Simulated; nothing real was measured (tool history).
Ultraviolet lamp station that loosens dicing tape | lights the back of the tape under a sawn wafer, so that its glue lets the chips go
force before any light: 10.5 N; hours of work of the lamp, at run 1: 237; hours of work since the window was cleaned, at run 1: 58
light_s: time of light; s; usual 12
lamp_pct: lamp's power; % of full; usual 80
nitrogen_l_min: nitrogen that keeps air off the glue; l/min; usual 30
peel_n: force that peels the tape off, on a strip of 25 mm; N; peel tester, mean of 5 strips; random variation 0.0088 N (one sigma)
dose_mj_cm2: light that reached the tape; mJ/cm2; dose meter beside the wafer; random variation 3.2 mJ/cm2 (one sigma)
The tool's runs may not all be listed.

run,hour,light_s,lamp_pct,nitrogen_l_min,hours of work of the lamp,hours of work since the window was cleaned,peel_n,dose_mj_cm2
1,0.0,12,80,30,237,58,0.425,446
2,27.4,12,80,30,250,71,0.436,446
3,63.0,12,80,30,267,89,0.442,441
4,102.9,15,80,30,287,108,0.314,554
5,136.2,12,80,30,303,124,0.445,432
6,159.6,24,80,30,314,135,0.238,873
7,195.9,24,80,30,332,153,0.238,857
8,221.6,24,80,30,344,165,0.236,843
9,247.6,12,80,30,357,178,0.483,421
10,274.7,12,66,40,370,191,0.567,351

The next listed run, before its measurement:
11,311.1,7,81,30,387,209,?,?

Run 11 gave peel_n 1.404 N, dose_mj_cm2 244 mJ/cm2.
Without the tool's hidden state the same run would have given peel_n 1.013 N, dose_mj_cm2 290 mJ/cm2.
